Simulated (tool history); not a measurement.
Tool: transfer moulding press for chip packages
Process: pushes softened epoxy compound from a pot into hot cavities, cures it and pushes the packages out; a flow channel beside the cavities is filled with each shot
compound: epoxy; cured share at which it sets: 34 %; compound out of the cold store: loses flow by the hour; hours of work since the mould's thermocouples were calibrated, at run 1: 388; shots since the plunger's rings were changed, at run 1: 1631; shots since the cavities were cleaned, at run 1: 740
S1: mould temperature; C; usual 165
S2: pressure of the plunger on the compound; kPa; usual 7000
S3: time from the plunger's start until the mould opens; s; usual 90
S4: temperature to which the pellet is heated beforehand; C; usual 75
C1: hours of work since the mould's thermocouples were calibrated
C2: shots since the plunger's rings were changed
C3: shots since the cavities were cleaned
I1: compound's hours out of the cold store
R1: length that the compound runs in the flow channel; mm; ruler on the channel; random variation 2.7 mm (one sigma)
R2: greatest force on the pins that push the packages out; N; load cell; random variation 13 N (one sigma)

run   hour   S1    S2   S3  S4   C1    C2   C3    I1   R1    R2
  1      0  165  7000   90  75  388  1631  740  39.2  514  1124
      18.1  -- cavities cleaned with cleaning compound and waxed
  2   38.3  165  7000   90  75  406  1979  191   9.2  606   935
  3   71.6  165  7000   90  75  423  2295  507  35.5  518  1052
  4  111.5  165  7000   90  75  444  2672  884  31.3  532  1170
     116.2  -- cavities cleaned with cleaning compound and waxed
  5  154.1  165  7000   90  75  464  3060  358  11.6  592  1037
     170.8  -- plunger's sealing rings changed
  6    189  165  7000  122  75  481   172  665  15.6  594   742
       215  -- cavities cleaned with cleaning compound and waxed
  7  229.9  165  7000   90  75  501   545  141  15.8  590   845
  8  257.6  165  7000   98  75  515   807  403  13.1  604   888
  9  283.1  165  8510   98  75  528  1049  645  42.1  561   918
     287.2  -- mould's thermocouples calibrated
     313.3  -- cavities cleaned with cleaning compound and waxed
 10  320.9  171  7000   90  75   16  1373   73  39.3  509   558
 11  354.7  162  8740   97  80   34  1693  393  34.4  595  1125
 12  376.4  162  8740   97  80   45  1898  598  41.9  571  1229
     388.1  -- mould's thermocouples calibrated, once more
 13  401.3  165  8120   90  76    7  2114  814   9.9  652  1198

Measured less the same run without the tool's hidden state. The same run-to-run variation is in both; the gauge's scatter may not be:
The hidden state here: true mould temperature over the reading, C; pressure that reaches the compound, % of what is set; grip of the stained cavities, % over clean ones'; drift of the gauge itself on flow_mm, %; drift of the gauge itself on push_out_n, %.
run   R1    R2
  1   -8  +550
  2  -12  +284
  3  -12  +469
  4  -14  +615
  5  -17  +424
  6   +2  +343
  7   -1  +228
  8   -2  +373
  9   -3  +444
 10   -3  +121
 11   -6  +531
 12   -6  +644
 13  -14  +575
